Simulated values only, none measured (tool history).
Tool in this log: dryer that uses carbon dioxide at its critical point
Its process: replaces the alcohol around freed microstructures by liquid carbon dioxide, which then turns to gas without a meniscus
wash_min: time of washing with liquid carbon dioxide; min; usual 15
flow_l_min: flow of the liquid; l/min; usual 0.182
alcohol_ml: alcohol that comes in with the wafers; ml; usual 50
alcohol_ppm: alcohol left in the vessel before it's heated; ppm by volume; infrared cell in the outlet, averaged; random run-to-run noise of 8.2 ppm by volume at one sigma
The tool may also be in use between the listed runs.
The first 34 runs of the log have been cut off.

run	day	wash_min	flow_l_min	alcohol_ml	alcohol_ppm
35	23.912	10	0.182	50	3104
36	24.738	10	0.182	50	3181
37	25.217	22	0.232	57	93
38	25.917	13	0.182	32	793
39	26.533	22	0.179	22	115
40	26.996	24	0.179	119	166
41	27.829	15	0.182	27	413
42	28.754	15	0.182	27	414
43	29.729	15	0.182	27	418
44	30.175	15	0.241	59	225
45	30.604	9	0.241	50	1696
46	31.592	9	0.250	36	1102
47	32.042	9	0.250	36	1135

Branching from run 47: 4 alternative next runs. What would each branch give?
A	32.900	15	0.118	50	?
B	32.900	9	0.196	36	?
C	32.900	10	0.182	50	?
D	32.900	9	0.136	36	?

run	alcohol_ppm
A	4423
B	2829
C	3629
D	7985
With the hidden condition removed and each run's random variation left untouched, the same runs would have given:
run	alcohol_ppm
A	3353
B	2098
C	2696
D	6605
